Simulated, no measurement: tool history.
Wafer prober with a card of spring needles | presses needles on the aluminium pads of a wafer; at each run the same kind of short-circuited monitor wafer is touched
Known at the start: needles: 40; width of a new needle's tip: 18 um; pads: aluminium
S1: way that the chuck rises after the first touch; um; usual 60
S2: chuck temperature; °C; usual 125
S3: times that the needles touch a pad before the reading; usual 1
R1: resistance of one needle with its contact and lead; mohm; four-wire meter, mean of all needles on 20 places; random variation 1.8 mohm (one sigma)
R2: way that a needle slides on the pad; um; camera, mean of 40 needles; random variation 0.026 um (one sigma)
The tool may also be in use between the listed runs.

| run | day | S1 | S2 | S3 | R1 | R2 |
|---|---|---|---|---|---|---|
| 1 | 0.000 | 60 | 125 | 1 | 184 | 16.66 |
|  | 0.242 | tips cleaned on abrasive film |
|  | 0.538 | tips cleaned on abrasive film |
|  | 0.838 | tips cleaned on abrasive film |
|  | 1.079 | tips cleaned on abrasive film |
|  | 1.317 | tips cleaned on abrasive film |
|  | 1.558 | tips cleaned on abrasive film |
|  | 1.854 | tips cleaned on abrasive film |
|  | 2.096 | tips cleaned on abrasive film |
| 2 | 2.283 | 60 | 125 | 1 | 183 | 16.65 |
|  | 2.346 | tips cleaned on abrasive film |
|  | 2.646 | tips cleaned on abrasive film |
|  | 2.883 | tips cleaned on abrasive film |
|  | 3.125 | tips cleaned on abrasive film |
|  | 3.362 | tips cleaned on abrasive film |
|  | 3.662 | tips cleaned on abrasive film |
|  | 3.904 | tips cleaned on abrasive film |
|  | 4.200 | tips cleaned on abrasive film |
|  | 4.212 | height of the first contact set anew |
| 3 | 4.321 | 60 | 125 | 1 | 181 | 16.63 |
|  | 4.500 | tips cleaned on abrasive film |
|  | 4.742 | tips cleaned on abrasive film |
|  | 5.042 | tips cleaned on abrasive film |
|  | 5.279 | tips cleaned on abrasive film |
|  | 5.521 | tips cleaned on abrasive film |
|  | 5.758 | tips cleaned on abrasive film |
|  | 6.058 | tips cleaned on abrasive film |
|  | 6.300 | tips cleaned on abrasive film |
|  | 6.538 | tips cleaned on abrasive film |
|  | 6.838 | tips cleaned on abrasive film |
|  | 7.075 | tips cleaned on abrasive film |
| 4 | 7.188 | 60 | 125 | 1 | 186 | 16.62 |
|  | 7.367 | tips cleaned on abrasive film |
|  | 7.667 | tips cleaned on abrasive film |
|  | 7.967 | tips cleaned on abrasive film |
|  | 8.204 | tips cleaned on abrasive film |
|  | 8.504 | tips cleaned on abrasive film |
|  | 8.746 | tips cleaned on abrasive film |
|  | 9.042 | tips cleaned on abrasive film |
|  | 9.054 | height of the first contact set anew |
|  | 9.296 | tips cleaned on abrasive film |
| 5 | 9.412 | 60 | 125 | 1 | 183 | 16.61 |
|  | 9.592 | tips cleaned on abrasive film |
|  | 9.833 | tips cleaned on abrasive film |
|  | 10.129 | tips cleaned on abrasive film |
|  | 10.429 | tips cleaned on abrasive film |
|  | 10.729 | tips cleaned on abrasive film |
|  | 11.029 | tips cleaned on abrasive film |
| 6 | 11.238 | 60 | 125 | 1 | 186 | 16.63 |
|  | 11.300 | tips cleaned on abrasive film |
|  | 11.542 | tips cleaned on abrasive film |
|  | 11.779 | tips cleaned on abrasive film |
|  | 12.079 | tips cleaned on abrasive film |
|  | 12.321 | tips cleaned on abrasive film |
|  | 12.617 | tips cleaned on abrasive film |
|  | 12.858 | tips cleaned on abrasive film |
|  | 13.158 | tips cleaned on abrasive film |
| 7 | 13.283 | 60 | 125 | 1 | 185 | 16.61 |
|  | 13.404 | tips cleaned on abrasive film |
|  | 13.646 | tips cleaned on abrasive film |
|  | 13.883 | tips cleaned on abrasive film |
|  | 13.896 | height of the first contact set anew |
|  | 14.138 | tips cleaned on abrasive film |
|  | 14.433 | tips cleaned on abrasive film |
|  | 14.675 | tips cleaned on abrasive film |
|  | 14.975 | tips cleaned on abrasive film |
|  | 15.212 | tips cleaned on abrasive film |
| 8 | 15.438 | 71 | 125 | 1 | 179 | 19.68 |
|  | 15.500 | tips cleaned on abrasive film |
|  | 15.742 | tips cleaned on abrasive film |
|  | 15.979 | tips cleaned on abrasive film |
|  | 16.279 | tips cleaned on abrasive film |
|  | 16.521 | tips cleaned on abrasive film |
|  | 16.758 | tips cleaned on abrasive film |
|  | 17.058 | tips cleaned on abrasive film |
|  | 17.358 | tips cleaned on abrasive film |
|  | 17.654 | tips cleaned on abrasive film |
|  | 17.896 | tips cleaned on abrasive film |
| 9 | 17.917 | 71 | 125 | 1 | 180 | 19.71 |
|  | 18.154 | tips cleaned on abrasive film |
|  | 18.454 | tips cleaned on abrasive film |
|  | 18.696 | tips cleaned on abrasive film |
|  | 18.767 | height of the first contact set anew |
|  | 18.946 | tips cleaned on abrasive film |
|  | 19.246 | tips cleaned on abrasive film |
|  | 19.546 | tips cleaned on abrasive film |
|  | 19.842 | tips cleaned on abrasive film |
|  | 20.083 | tips cleaned on abrasive film |
|  | 20.325 | tips cleaned on abrasive film |
|  | 20.562 | tips cleaned on abrasive film |
| 10 | 20.746 | 65 | 125 | 1 | 180 | 18.03 |
|  | 20.808 | tips cleaned on abrasive film |
|  | 21.046 | tips cleaned on abrasive film |
|  | 21.346 | tips cleaned on abrasive film |
|  | 21.646 | tips cleaned on abrasive film |
|  | 21.883 | tips cleaned on abrasive film |
|  | 22.125 | tips cleaned on abrasive film |
|  | 22.425 | tips cleaned on abrasive film |
| 11 | 22.425 | 60 | 85 | 1 | 175 | 16.64 |
|  | 22.667 | tips cleaned on abrasive film |
|  | 22.904 | tips cleaned on abrasive film |
|  | 23.204 | tips cleaned on abrasive film |
|  | 23.446 | tips cleaned on abrasive film |
|  | 23.633 | height of the first contact set anew |
|  | 23.696 | tips cleaned on abrasive film |
|  | 23.996 | tips cleaned on abrasive film |
| 12 | 24.046 | 67 | 106 | 1 | 172 | 18.57 |
|  | 24.288 | tips cleaned on abrasive film |
|  | 24.525 | tips cleaned on abrasive film |
|  | 24.825 | tips cleaned on abrasive film |
|  | 25.062 | tips cleaned on abrasive film |
|  | 25.346 | tips cleaned on abrasive film |
| 13 | 25.346 | 50 | 102 | 1 | 186 | 13.88 |
|  | 25.583 | tips cleaned on abrasive film |
|  | 25.883 | tips cleaned on abrasive film |
|  | 26.121 | tips cleaned on abrasive film |
|  | 26.362 | tips cleaned on abrasive film |
|  | 26.662 | tips cleaned on abrasive film |
|  | 26.900 | tips cleaned on abrasive film |
|  | 27.142 | tips cleaned on abrasive film |
|  | 27.408 | tips cleaned on abrasive film |
| 14 | 27.408 | 68 | 125 | 2 | 178 | 18.83 |
|  | 27.708 | tips cleaned on abrasive film |
|  | 27.946 | tips cleaned on abrasive film |
|  | 28.246 | tips cleaned on abrasive film |
|  | 28.492 | height of the first contact set anew |
|  | 28.558 | tips cleaned on abrasive film |
|  | 28.854 | tips cleaned on abrasive film |
|  | 29.100 | tips cleaned on abrasive film |
| 15 | 29.100 | 72 | 26 | 2 | 154 | 19.95 |
|  | 29.400 | tips cleaned on abrasive film |
|  | 29.638 | tips cleaned on abrasive film |
|  | 29.879 | tips cleaned on abrasive film |
|  | 30.117 | tips cleaned on abrasive film |
|  | 30.417 | tips cleaned on abrasive film |
|  | 30.658 | tips cleaned on abrasive film |
|  | 30.896 | tips cleaned on abrasive film |
|  | 31.196 | tips cleaned on abrasive film |
| 16 | 31.429 | 57 | 101 | 1 | 180 | 15.81 |
|  | 31.492 | tips cleaned on abrasive film |
|  | 31.729 | tips cleaned on abrasive film |
|  | 32.029 | tips cleaned on abrasive film |
|  | 32.271 | tips cleaned on abrasive film |
|  | 32.508 | tips cleaned on abrasive film |
|  | 32.808 | tips cleaned on abrasive film |
|  | 33.050 | tips cleaned on abrasive film |
|  | 33.346 | tips cleaned on abrasive film |
|  | 33.358 | height of the first contact set anew |
|  | 33.658 | tips cleaned on abrasive film |
|  | 33.900 | tips cleaned on abrasive film |
| 17 | 34.012 | 49 | 103 | 1 | 185 | 13.57 |
|  | 34.192 | tips cleaned on abrasive film |
|  | 34.492 | tips cleaned on abrasive film |
|  | 34.729 | tips cleaned on abrasive film |
|  | 35.029 | tips cleaned on abrasive film |
|  | 35.329 | tips cleaned on abrasive film |
|  | 35.625 | tips cleaned on abrasive film |
| 18 | 35.862 | 60 | 125 | 2 | 181 | 16.63 |

Run 19 comes next. What will it give?
|  | 35.925 | tips cleaned on abrasive film |
|  | 36.162 | tips cleaned on abrasive film |
|  | 36.404 | tips cleaned on abrasive film |
|  | 36.704 | tips cleaned on abrasive film |
|  | 37.000 | tips cleaned on abrasive film |
|  | 37.300 | tips cleaned on abrasive film |
|  | 37.542 | tips cleaned on abrasive film |
| 19 | 37.658 | 60 | 125 | 2 | ? | ? |

{"run 19": {"R1": 186, "R2": 16.63}}
Without the tool's hidden state the same run would have given R1 186 mohm, R2 16.63 um.

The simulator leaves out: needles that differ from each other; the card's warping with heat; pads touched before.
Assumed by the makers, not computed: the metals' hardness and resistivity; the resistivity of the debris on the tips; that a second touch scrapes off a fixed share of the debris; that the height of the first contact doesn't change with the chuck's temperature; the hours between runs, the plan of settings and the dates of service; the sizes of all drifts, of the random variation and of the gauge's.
